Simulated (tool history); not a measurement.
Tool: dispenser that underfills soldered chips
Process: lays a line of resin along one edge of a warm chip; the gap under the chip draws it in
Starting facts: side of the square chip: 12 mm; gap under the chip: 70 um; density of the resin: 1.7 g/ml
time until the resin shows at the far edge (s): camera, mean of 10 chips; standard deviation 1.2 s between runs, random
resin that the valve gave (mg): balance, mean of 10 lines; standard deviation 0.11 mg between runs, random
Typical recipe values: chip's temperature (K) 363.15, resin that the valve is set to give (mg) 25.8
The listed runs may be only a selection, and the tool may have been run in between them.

run    day  chip's temperature (K)  resin that the valve is set to give (mg)  time until the resin shows at the far edge (s)  resin that the valve gave (mg)
  1      0                  363.15                                      25.8                                           165.8                           24.41
     0.258  -- new syringe of resin
  2  0.325                  363.15                                      25.8                                           132.3                           24.14
  3  0.542                  363.15                                      24.2                                           186.9                           22.71
     0.738  -- new syringe of resin
  4  0.842                  363.15                                      24.2                                           142.7                           22.63
  5  0.992                  363.15                                      25.8                                           170.1                           24.12
     1.212  -- new syringe of resin
  6  1.312                  363.15                                      24.6                                           138.4                           22.65
  7    1.6                  363.15                                      24.6                                           210.6                           22.64
     1.688  -- new syringe of resin
  8    1.8                  363.15                                      24.6                                           147.5                            22.5
  9  1.958                  363.15                                      24.6                                           176.2                           22.47
     2.167  -- new syringe of resin
 10  2.308                  363.15                                      24.6                                           146.7                           22.52
 11  2.542                  363.15                                      24.6                                           205.7                           22.22
     2.667  -- new syringe of resin
 12  2.808                  363.15                                      25.8                                           148.1                           23.59
 13  3.025                  363.15                                      25.8                                           195.3                           23.28
      3.15  -- new syringe of resin
 14  3.221                  363.15                                      25.6                                           132.7                           23.16
     3.283  -- dispensing valve cleaned and set on the balance
 15  3.567                  363.15                                      25.6                                           200.9                           25.54
     3.683  -- new syringe of resin
 16  3.888                  366.15                                      25.6                                           142.2                           25.32
 17  4.088                  366.15                                      25.6                                           184.6                           25.14
     4.175  -- new syringe of resin
 18  4.375                  377.15                                      21.9                                            94.4                           21.61
     4.658  -- new syringe of resin
 19  4.679                  378.15                                      22.8                                            71.6                           22.31
 20  4.992                  356.15                                      31.5                                           247.6                            30.6
     5.146  -- new syringe of resin
 21  5.221                  356.15                                      31.5                                           176.7                           30.55
 22  5.421                  356.15                                      31.5                                           228.9                            30.5
 23  5.571                  368.15                                      25.4                                           180.6                           24.62
     5.642  -- new syringe of resin
 24  5.792                  378.15                                      28.2                                            80.1                           27.18
     6.138  -- new syringe of resin
 25   6.15                  378.15                                      28.2                                            67.2                           27.01
 26  6.421                  363.15                                      28.9                                           171.4                           27.62
     6.629  -- new syringe of resin
 27  6.654                  363.15                                      22.4                                           129.2                           21.41
 28  6.875                  373.15                                      25.8                                           113.2                           24.62
     7.108  -- new syringe of resin
 29  7.129                  352.15                                      22.6                                           198.3                           21.46
 30  7.275                  352.15                                      22.6                                             239                           21.18
 31  7.508                  352.15                                      24.4                                           331.6                           22.98
     7.588  -- new syringe of resin
 32  7.729                  359.15                                        28                                             168                           26.37
 33  7.942                  369.15                                      24.3                                           154.6                           22.76
     8.067  -- new syringe of resin
 34  8.279                  368.15                                      22.3                                           139.3                           20.72

Each row is a separate what-if for the run after 34, all from the same tool condition, not one after another. Results?
  A  8.433                  376.15                                      25.8                                               ?                               ?
  B  8.433                  368.15                                      23.3                                               ?                               ?
  C  8.433                  363.15                                      25.3                                               ?                               ?

run  time until the resin shows at the far edge (s)  resin that the valve gave (mg)
  A                                           118.4                           23.89
  B                                           165.2                           21.46
  C                                           197.9                           23.31
With the hidden condition removed and each run's random variation left untouched, the same runs would have given:
run  time until the resin shows at the far edge (s)  resin that the valve gave (mg)
  A                                            72.2                           25.77
  B                                           100.1                           23.15
  C                                           120.7                           25.15
